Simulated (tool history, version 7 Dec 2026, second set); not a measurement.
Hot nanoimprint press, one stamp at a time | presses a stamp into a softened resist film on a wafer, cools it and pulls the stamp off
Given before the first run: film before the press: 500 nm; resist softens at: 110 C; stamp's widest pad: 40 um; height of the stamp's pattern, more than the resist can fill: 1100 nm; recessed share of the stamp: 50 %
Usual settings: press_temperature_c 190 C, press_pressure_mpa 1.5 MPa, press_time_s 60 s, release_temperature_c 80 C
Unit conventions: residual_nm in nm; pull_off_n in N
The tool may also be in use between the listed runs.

run,hour,press_temperature_c,press_pressure_mpa,press_time_s,release_temperature_c,residual_nm,pull_off_n
1,0,190,1.5,60,80,234.6,223
2,7.7,190,1.5,60,80,235.1,223
3,18.3,190,1.5,60,80,234.9,224
4,23.9,190,1.5,60,80,235.2,230
5,29.9,190,1.5,105,80,194.9,231
6,39.9,190,1.5,105,80,195.4,221
7,47,190,1.5,105,80,194,231
8,52.7,190,1.5,105,80,194.7,235
9,62.4,190,1.5,105,80,195.5,241
10,70.4,190,1.5,35,80,274.9,228
11,82,190,1.5,35,80,276.8,232
12,91.6,190,1.5,35,80,274.9,244
13,100.6,190,1.5,35,80,277.2,238
14,110.2,190,1.5,35,80,275.3,239
15,120.3,190,1.5,35,80,275.1,240
16,130.1,190,1.7,38,78,251.4,246
# hour 143.7: stamp cleaned and given a new release coat
17,143.7,190,1.7,38,80,252.8,166
18,149.8,194,1.13,60,80,238.5,169
19,159.5,190,0.95,31,80,349.9,165
20,170.1,179,0.98,41,80,415.7,167
21,181.1,194,1.31,34,75,262.5,175
22,190.5,194,1.31,34,75,264.4,181
23,202.3,194,1.31,34,75,262.8,176
24,211.1,185,1.32,60,65,293.5,193
25,222.2,199,1.03,36,80,253.2,174
26,228.4,199,1.03,36,80,253,175
27,237.7,199,1.03,36,80,252.8,179
28,249.4,190,1.04,39,87,318.8,175
29,256,196,2.1,33,66,192.3,195

Below are 3 alternative next runs, each starting from the tool's condition after run 29. Predict each:
A,266.9,190,1.98,96,76,?,?
B,266.9,190,1.5,60,71,?,?
C,266.9,190,1.5,60,85,?,?

run,residual_nm,pull_off_n
A,170.3,181
B,232.4,194
C,232.9,174
Stripped of hidden state, with their random variation kept, the same runs would have yielded:
run,residual_nm,pull_off_n
A,169.6,164
B,233,175
C,233.5,157

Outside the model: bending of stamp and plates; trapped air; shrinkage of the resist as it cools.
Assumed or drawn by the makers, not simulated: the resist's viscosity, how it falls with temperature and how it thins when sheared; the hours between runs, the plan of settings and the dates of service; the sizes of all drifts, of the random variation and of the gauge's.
